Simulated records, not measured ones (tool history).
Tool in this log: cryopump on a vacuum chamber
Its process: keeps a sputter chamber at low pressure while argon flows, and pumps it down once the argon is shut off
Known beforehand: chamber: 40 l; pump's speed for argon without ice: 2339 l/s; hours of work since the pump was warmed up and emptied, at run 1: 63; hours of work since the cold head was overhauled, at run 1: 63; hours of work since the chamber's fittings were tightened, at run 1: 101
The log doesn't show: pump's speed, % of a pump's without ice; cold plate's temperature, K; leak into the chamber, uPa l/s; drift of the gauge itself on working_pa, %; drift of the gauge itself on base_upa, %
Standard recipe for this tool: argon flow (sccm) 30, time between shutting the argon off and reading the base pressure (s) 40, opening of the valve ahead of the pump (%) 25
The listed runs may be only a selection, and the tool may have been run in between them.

run,hour,argon flow (sccm),time between shutting the argon off and reading the base pressure (s),opening of the valve ahead of the pump (%),hours of work since the pump was warmed up and emptied,hours of work since the cold head was overhauled,hours of work since the chamber's fittings were tightened,pressure while argon flows (Pa),pressure after the wait (uPa)
1,0,30,40,25,63,63,101,0.0878,0.61
2,15.1,14,40,25,69,69,107,0.0407,0.63
3,28.4,30,40,35,75,75,112,0.062,0.63
4,36.5,30,40,25,78,78,116,0.0864,0.64
5,43.6,30,40,25,81,81,119,0.0869,0.59
6,51.4,30,40,25,84,84,122,0.0868,0.61
7,66.7,30,40,25,91,91,128,0.0868,0.64
8,83.3,30,40,25,97,97,135,0.0869,0.61
9,90.4,30,40,25,100,100,138,0.0861,0.61
10,100.9,30,40,25,105,105,142,0.0869,0.65
11,110.5,30,40,25,109,109,146,0.0875,0.65
12,121.7,30,40,25,113,113,151,0.0876,0.7
13,131.9,31,40,25,117,117,155,0.0904,0.67
14,140.3,31,40,25,121,121,158,0.0893,0.66
15,147.8,30,35,25,124,124,161,0.0872,0.74
16,164.5,30,35,25,131,131,168,0.0873,0.73
17,173.4,30,32,22,134,134,172,0.0983,0.77
18,189.1,38,40,25,141,141,178,0.1102,0.66
19,197.7,13,89,25,144,144,182,0.0386,0.45
20,204.7,34,252,25,147,147,185,0.0982,0.4
21,216.2,30,40,27,152,152,189,0.081,0.7
22,230,52,40,37,158,158,195,0.1026,0.69
23,245.6,38,40,43,164,164,201,0.0654,0.69
24,258.5,18,142,57,169,169,207,0.0235,0.44
25,267.1,14,35,32,173,173,210,0.0323,0.79
26,279.2,32,81,16,178,178,215,0.1452,0.5
27,288.1,32,71,53,181,181,219,0.0445,0.51
28,298.1,17,42,17,186,186,223,0.0728,0.68
29,308.7,29,40,31,190,190,227,0.0682,0.74
30,317,29,40,31,193,193,231,0.0683,0.7
31,326.5,18,103,19,197,197,235,0.0691,0.49
32,336.2,18,103,19,201,201,239,0.0691,0.5

Same runs, no hidden state in the tool, same run-to-run variation:
run,pressure while argon flows (Pa),pressure after the wait (uPa)
1,0.0874,0.51
2,0.0405,0.53
3,0.0616,0.53
4,0.086,0.54
5,0.0865,0.48
6,0.0864,0.5
7,0.0864,0.53
8,0.0865,0.49
9,0.0857,0.49
10,0.0864,0.52
11,0.087,0.52
12,0.0871,0.57
13,0.0898,0.54
14,0.0887,0.52
15,0.0867,0.6
16,0.0867,0.58
17,0.0977,0.61
18,0.1095,0.51
19,0.0384,0.29
20,0.0976,0.24
21,0.0804,0.54
22,0.1015,0.52
23,0.0645,0.52
24,0.0231,0.26
25,0.032,0.6
26,0.1445,0.32
27,0.0437,0.33
28,0.0724,0.49
29,0.0675,0.54
30,0.0676,0.51
31,0.0687,0.29
32,0.0686,0.29

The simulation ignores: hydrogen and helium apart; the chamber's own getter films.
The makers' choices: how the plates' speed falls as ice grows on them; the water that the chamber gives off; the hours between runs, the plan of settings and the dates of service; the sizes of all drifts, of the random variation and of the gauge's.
